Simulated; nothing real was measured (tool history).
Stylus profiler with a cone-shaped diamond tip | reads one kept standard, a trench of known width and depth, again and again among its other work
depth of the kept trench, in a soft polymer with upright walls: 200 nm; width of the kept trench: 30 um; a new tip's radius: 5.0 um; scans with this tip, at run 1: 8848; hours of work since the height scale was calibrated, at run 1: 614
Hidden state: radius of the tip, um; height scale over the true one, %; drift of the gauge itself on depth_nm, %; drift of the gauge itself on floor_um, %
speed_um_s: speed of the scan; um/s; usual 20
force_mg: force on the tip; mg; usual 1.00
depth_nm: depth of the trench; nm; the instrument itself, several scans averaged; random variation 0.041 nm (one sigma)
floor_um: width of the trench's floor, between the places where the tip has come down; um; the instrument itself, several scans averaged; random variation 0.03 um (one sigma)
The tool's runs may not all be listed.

run   hour  speed_um_s  force_mg  scans with this tip  hours of work since the height scale was calibrated  depth_nm  floor_um
  1    0.0          20      1.00                 8848                                                  614    201.76     25.82
  2   18.1          17      1.00                 9054                                                  629    201.82     25.84
  3   37.8          17      1.00                 9280                                                  644    201.77     25.78
  4   52.1          22      1.00                 9444                                                  656    201.73     25.71
  5   72.2          20      0.56                 9675                                                  672    201.33     25.60
  6   89.8          20      0.56                 9875                                                  686    201.35     25.56
  7  109.8          20      0.56                10105                                                  702    201.37     25.62
  8  122.8          20      0.56                10253                                                  712    201.38     25.54
  9  141.6          20      0.56                10469                                                  727    201.34     25.53
 10  161.1          20      0.56                10692                                                  742    201.38     25.50
 11  179.9          20      0.56                10907                                                  757    201.36     25.48
 12  191.9          21      0.38                11044                                                  767    201.07     25.42

The next listed run, before its measurement:
 13  212.0           6      2.12                11274                                                  783         ?         ?

Run 13 gave depth_nm 202.80 nm, floor_um 25.72 um.
Without the tool's hidden state the same run would have given depth_nm 202.43 nm, floor_um 27.19 um.
